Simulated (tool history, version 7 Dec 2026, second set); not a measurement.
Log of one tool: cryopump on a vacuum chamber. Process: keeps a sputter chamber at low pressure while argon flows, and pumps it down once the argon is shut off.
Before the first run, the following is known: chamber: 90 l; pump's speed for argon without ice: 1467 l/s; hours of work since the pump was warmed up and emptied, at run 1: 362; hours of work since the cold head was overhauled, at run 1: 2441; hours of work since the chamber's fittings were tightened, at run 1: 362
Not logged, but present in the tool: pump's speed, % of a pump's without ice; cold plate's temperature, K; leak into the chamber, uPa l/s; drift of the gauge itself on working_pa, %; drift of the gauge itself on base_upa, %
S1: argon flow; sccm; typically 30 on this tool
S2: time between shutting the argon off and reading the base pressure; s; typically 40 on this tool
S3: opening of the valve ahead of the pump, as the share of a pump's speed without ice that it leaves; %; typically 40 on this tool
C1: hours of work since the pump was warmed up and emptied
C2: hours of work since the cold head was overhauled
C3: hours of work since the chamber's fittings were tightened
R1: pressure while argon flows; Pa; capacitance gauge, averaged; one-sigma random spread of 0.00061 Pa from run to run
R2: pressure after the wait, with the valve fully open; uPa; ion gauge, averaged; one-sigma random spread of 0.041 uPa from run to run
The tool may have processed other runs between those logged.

| run | day | S1 | S2 | S3 | C1 | C2 | C3 | R1 | R2 |
|---|---|---|---|---|---|---|---|---|---|
| 1 | 0.000 | 30 | 40 | 40 | 362 | 2441 | 362 | 0.0913 | 2.58 |
| 2 | 3.321 | 30 | 40 | 40 | 426 | 2505 | 426 | 0.0910 | 2.63 |
| 3 | 5.750 | 30 | 40 | 40 | 473 | 2552 | 473 | 0.0913 | 2.67 |
| 4 | 8.392 | 30 | 65 | 40 | 524 | 2603 | 524 | 0.0926 | 1.80 |
| 5 | 13.096 | 30 | 65 | 40 | 615 | 2693 | 615 | 0.0944 | 1.87 |
| 6 | 17.242 | 30 | 65 | 40 | 695 | 2773 | 695 | 0.0954 | 1.89 |
| 7 | 21.962 | 30 | 65 | 40 | 786 | 2864 | 786 | 0.0979 | 1.96 |
| 8 | 25.946 | 30 | 65 | 40 | 862 | 2941 | 862 | 0.0974 | 2.00 |
| 9 | 28.033 | 30 | 65 | 40 | 903 | 2981 | 903 | 0.0987 | 2.09 |
|  | 31.217 | pump warmed up, emptied and cooled again |
| 10 | 32.004 | 30 | 40 | 49 | 15 | 3054 | 975 | 0.0713 | 2.81 |
| 11 | 36.562 | 30 | 40 | 40 | 103 | 3142 | 1063 | 0.0884 | 2.80 |
| 12 | 38.792 | 30 | 40 | 40 | 146 | 3185 | 1106 | 0.0890 | 2.89 |
| 13 | 42.004 | 30 | 32 | 40 | 208 | 3247 | 1168 | 0.0900 | 3.49 |
| 14 | 46.125 | 30 | 46 | 40 | 287 | 3326 | 1247 | 0.0905 | 2.63 |
| 15 | 50.238 | 30 | 46 | 40 | 367 | 3405 | 1327 | 0.0903 | 2.68 |
| 16 | 52.717 | 30 | 46 | 40 | 414 | 3453 | 1374 | 0.0921 | 2.68 |
| 17 | 55.275 | 30 | 46 | 40 | 464 | 3502 | 1424 | 0.0918 | 2.65 |
| 18 | 58.358 | 19 | 33 | 28 | 523 | 3562 | 1483 | 0.0831 | 3.52 |
| 19 | 62.688 | 19 | 33 | 28 | 607 | 3645 | 1567 | 0.0842 | 3.52 |
| 20 | 64.688 | 19 | 33 | 28 | 645 | 3684 | 1605 | 0.0832 | 3.68 |
| 21 | 68.633 | 27 | 42 | 19 | 721 | 3760 | 1681 | 0.1732 | 3.09 |
| 22 | 72.917 | 49 | 44 | 19 | 804 | 3842 | 1764 | 0.3151 | 3.07 |

Estimate the outcome of run 23 from the log above:
| 23 | 76.446 | 49 | 44 | 19 | 872 | 3910 | 1832 | ? | ? |

For run 23 the tool returned R1 0.3176 Pa, R2 3.12 uPa.
The same run, on a tool lacking any hidden state, would have yielded R1 0.2978 Pa, R2 2.22 uPa.

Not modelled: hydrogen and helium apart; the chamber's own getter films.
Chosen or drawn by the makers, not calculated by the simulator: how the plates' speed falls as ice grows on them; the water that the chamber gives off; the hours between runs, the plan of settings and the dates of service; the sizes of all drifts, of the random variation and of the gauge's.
